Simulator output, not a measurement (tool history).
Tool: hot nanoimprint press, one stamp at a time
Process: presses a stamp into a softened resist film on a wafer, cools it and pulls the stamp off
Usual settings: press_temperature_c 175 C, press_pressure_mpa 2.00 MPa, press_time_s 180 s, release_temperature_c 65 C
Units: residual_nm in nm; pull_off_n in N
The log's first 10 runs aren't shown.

run,hour,press_temperature_c,press_pressure_mpa,press_time_s,release_temperature_c,hours of work since the thermocouple was calibrated,imprints on the stamp's release coat,hours of work since the press's seals were changed,residual_nm,pull_off_n
# hour 375.0: stamp cleaned and given a new release coat
11,417.6,169,2.00,180,54,96,222,482,112.2,131
12,472.7,169,2.00,180,54,133,510,518,112.0,135
13,504.3,169,2.00,180,54,153,676,539,111.9,138
14,541.3,169,2.00,180,54,178,869,563,113.0,137
15,568.6,175,2.00,180,65,195,1012,581,91.2,118
16,598.6,175,2.00,180,65,215,1169,601,91.2,119
17,625.9,179,2.00,180,65,233,1312,619,80.6,115
# hour 642.5: stamp cleaned and given a new release coat
# hour 656.8: gauge calibrated
18,663.5,179,2.00,180,65,254,110,639,78.5,115
# hour 694.9: press's hydraulic seals changed and the load cell set to zero
19,729.2,179,2.69,180,60,292,411,22,65.9,127
20,768.3,186,1.66,315,70,317,616,48,56.5,108
# hour 811.8: plate thermocouple calibrated
21,824.9,180,2.00,103,65,9,897,83,93.8,115
22,867.3,175,2.48,215,54,36,1118,111,75.2,143
23,908.6,175,2.48,215,54,63,1334,138,75.4,139
# hour 923.5: stamp cleaned and given a new release coat
24,954.4,174,2.00,94,70,90,161,164,117.7,104
25,979.7,174,2.00,94,70,106,293,181,118.4,106
26,1035.5,174,2.00,94,70,143,585,217,119.1,108
27,1074.2,167,1.31,110,65,168,788,243,168.6,114
28,1114.0,175,1.32,207,65,194,996,269,108.7,117
29,1148.5,175,1.32,207,52,217,1176,291,108.4,141
# hour 1189.9: stamp cleaned and given a new release coat
30,1199.3,175,2.00,243,52,246,49,321,81.6,142
31,1230.4,175,2.00,277,65,267,211,341,77.6,114

Forecast each of these 3 alternatives for the next run:
A,1268.4,175,2.00,131,65,292,410,366,?,?
B,1268.4,172,2.38,170,65,292,410,366,?,?
C,1268.4,169,2.00,301,67,292,410,366,?,?

run,residual_nm,pull_off_n
A,103.1,115
B,94.3,112
C,93.4,108
Without the tool's hidden state the same runs would have given:
run,residual_nm,pull_off_n
A,100.7,114
B,92.1,112
C,91.2,108
